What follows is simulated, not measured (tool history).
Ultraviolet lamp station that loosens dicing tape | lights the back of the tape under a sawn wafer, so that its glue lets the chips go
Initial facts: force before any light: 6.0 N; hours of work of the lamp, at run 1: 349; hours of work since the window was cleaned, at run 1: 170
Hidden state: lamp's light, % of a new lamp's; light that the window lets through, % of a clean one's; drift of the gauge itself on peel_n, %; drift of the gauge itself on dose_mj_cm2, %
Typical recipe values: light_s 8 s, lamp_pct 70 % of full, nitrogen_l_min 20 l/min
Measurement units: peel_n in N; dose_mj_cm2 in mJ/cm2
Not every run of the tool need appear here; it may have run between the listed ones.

run   hour  light_s  lamp_pct  nitrogen_l_min  hours of work of the lamp  hours of work since the window was cleaned  peel_n  dose_mj_cm2
  1      0        8        70              20                        349                                         170    0.26          231
  2   12.9        8        70              20                        356                                         177   0.246          236
  3   23.4        8        70              20                        362                                         183   0.258          232
  4   33.8        8        70              20                        368                                         188   0.249          235
  5   47.9        8        68              20                        376                                         196   0.281          228
  6   64.2        8        68              20                        384                                         205    0.28          225
  7   77.8        8        75              20                        392                                         213   0.208          252
  8   90.4        8        75              20                        399                                         219   0.219          247
  9  108.5        8        70              20                        409                                         229   0.252          238
 10  116.1        8        70              20                        413                                         233   0.249          241
 11  130.6        8        70              20                        421                                         241   0.256          239
 12  139.5        8        70              20                        426                                         246   0.266          234
 13  151.3        8        70              20                        432                                         253   0.262          237
 14  159.4        8        87              12                        437                                         257   0.238          289
 15  177.6        8        87              12                        447                                         267    0.23          290
 16    188       16        70              20                        452                                         273   0.062          473
 17  206.3       10        70              34                        462                                         283   0.104          293
 18  216.1       10        63              17                        468                                         288    0.22          270
 19    232        6        81              17                        476                                         297    0.43          196

5 ways to go on from here, each from the tool as it stands after run 19. What would each give?
  A  249.9        4        63              17                        486                                         307       ?            ?
  B  249.9       14        94               7                        486                                         307       ?            ?
  C  249.9        6        86              17                        486                                         307       ?            ?
  D  249.9        6        81              37                        486                                         307       ?            ?
  E  249.9        8        87              17                        486                                         307       ?            ?

run  peel_n  dose_mj_cm2
  A   1.433          108
  B   0.092          550
  C   0.369          219
  D   0.222          204
  E   0.168          296
What these runs would have given with no unlogged condition in the tool:
run  peel_n  dose_mj_cm2
  A    1.43          108
  B   0.092          551
  C   0.368          219
  D   0.221          205
  E   0.167          297
